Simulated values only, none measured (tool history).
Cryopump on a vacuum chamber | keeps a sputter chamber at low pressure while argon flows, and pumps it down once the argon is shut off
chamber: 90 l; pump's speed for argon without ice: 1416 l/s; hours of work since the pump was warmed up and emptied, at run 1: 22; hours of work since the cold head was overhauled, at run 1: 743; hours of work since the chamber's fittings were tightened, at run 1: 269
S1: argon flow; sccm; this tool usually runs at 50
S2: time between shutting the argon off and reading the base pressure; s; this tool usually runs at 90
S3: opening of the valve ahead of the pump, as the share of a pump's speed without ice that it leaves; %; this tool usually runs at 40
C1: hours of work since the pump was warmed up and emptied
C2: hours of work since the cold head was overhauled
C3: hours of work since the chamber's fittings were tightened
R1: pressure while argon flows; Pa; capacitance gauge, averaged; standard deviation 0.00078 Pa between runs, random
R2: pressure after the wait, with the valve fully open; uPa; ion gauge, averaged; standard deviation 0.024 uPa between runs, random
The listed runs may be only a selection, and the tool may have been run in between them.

run	hour	S1	S2	S3	C1	C2	C3	R1	R2
1	0	50	90	40	22	743	269	0.1503	1.35
2	20.3	50	90	40	39	760	286	0.1502	1.38
3	45.6	50	90	40	60	780	307	0.1508	1.36
4	60.5	50	90	50	72	793	319	0.1212	1.45
5	88	50	90	40	95	815	342	0.1515	1.49
6	110.4	50	90	40	113	834	360	0.1516	1.44
7	125.2	50	90	40	126	846	372	0.1518	1.5
8	155.8	50	90	40	151	871	398	0.1514	1.54
9	185.4	50	90	40	175	896	422	0.1513	1.52
10	210.2	50	90	40	196	916	443	0.1526	1.64
11	226.4	50	90	40	209	930	456	0.1529	1.71
12	253.6	50	90	40	231	952	478	0.153	1.74
13	275.3	50	90	40	249	970	496	0.1532	1.76
14	294.2	50	90	40	265	986	512	0.1528	1.8
15	315.6	50	49	40	283	1003	529	0.1532	2.34
16	344.9	50	49	40	307	1027	554	0.1525	2.39
17	371.4	50	49	40	329	1049	576	0.1535	2.44
18	390.1	24	141	37	344	1065	591	0.0796	1.66
19	410.3	81	251	43	361	1081	608	0.2332	1.52
20	441.8	33	185	22	387	1107	634	0.1816	1.64
21	475.4	33	185	22	415	1135	661	0.1832	1.64
22	492	40	128	23	428	1149	675	0.2118	1.93

Predict the results of run 23:
23	522.8	40	128	23	454	1174	701	?	?

{"run 23": {"R1": 0.2127, "R2": 1.94}}
Without the tool's hidden state the same run would have given R1 0.2077 Pa, R2 0.71 uPa.
